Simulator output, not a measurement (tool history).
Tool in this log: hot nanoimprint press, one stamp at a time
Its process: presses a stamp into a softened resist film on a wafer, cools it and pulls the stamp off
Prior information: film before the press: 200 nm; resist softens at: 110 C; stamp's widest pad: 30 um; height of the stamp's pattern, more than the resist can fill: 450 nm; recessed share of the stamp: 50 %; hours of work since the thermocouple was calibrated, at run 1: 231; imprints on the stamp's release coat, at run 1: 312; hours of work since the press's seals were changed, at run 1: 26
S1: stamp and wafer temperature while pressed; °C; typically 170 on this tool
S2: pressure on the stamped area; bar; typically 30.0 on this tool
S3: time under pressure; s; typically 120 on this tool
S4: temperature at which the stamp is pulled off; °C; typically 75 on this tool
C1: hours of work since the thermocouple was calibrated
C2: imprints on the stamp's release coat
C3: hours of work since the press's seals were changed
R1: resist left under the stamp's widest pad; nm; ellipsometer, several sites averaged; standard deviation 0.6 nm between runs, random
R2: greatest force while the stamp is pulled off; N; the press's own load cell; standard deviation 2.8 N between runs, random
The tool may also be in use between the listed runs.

run	day	S1	S2	S3	S4	C1	C2	C3	R1	R2
1	0.000	170	30.0	120	75	231	312	26	104.1	163
2	0.575	170	33.4	120	75	238	337	32	97.8	164
3	1.325	170	33.4	120	75	247	369	41	97.8	163
4	1.754	170	33.4	120	75	252	388	46	97.3	166
5	2.150	170	25.8	120	75	257	405	51	110.7	164
6	2.908	170	30.0	120	75	265	438	60	103.6	167
7	3.525	170	32.2	120	75	273	465	67	99.2	163
8	4.367	170	30.0	120	75	283	501	77	102.8	172
9	5.083	170	30.0	120	75	291	532	85	102.5	165
10	5.588	170	30.0	120	75	297	554	91	103.4	173
11	6.183	170	30.0	120	75	304	580	98	101.9	175
12	6.679	170	30.0	65	75	310	601	104	122.0	167
13	7.117	173	30.0	65	75	315	620	109	110.1	179
# day 7.312: plate thermocouple calibrated
14	7.854	173	30.0	65	75	6	647	116	108.0	175
15	8.783	170	30.0	120	75	17	687	127	100.4	179
16	9.162	159	30.0	139	75	22	704	132	146.3	172
17	9.975	159	20.9	120	74	31	739	141	165.9	175
18	10.438	159	23.0	120	64	37	759	146	164.7	199

What does the tool deliver on the next run?
# day 11.238: plate thermocouple calibrated, once more
19	11.479	179	33.0	68	72	3	798	157	?	?

R1: 84.6 nm
R2: 186 N
With no hidden state in the tool, this same run would have given R1 84.2 nm, R2 152 N.
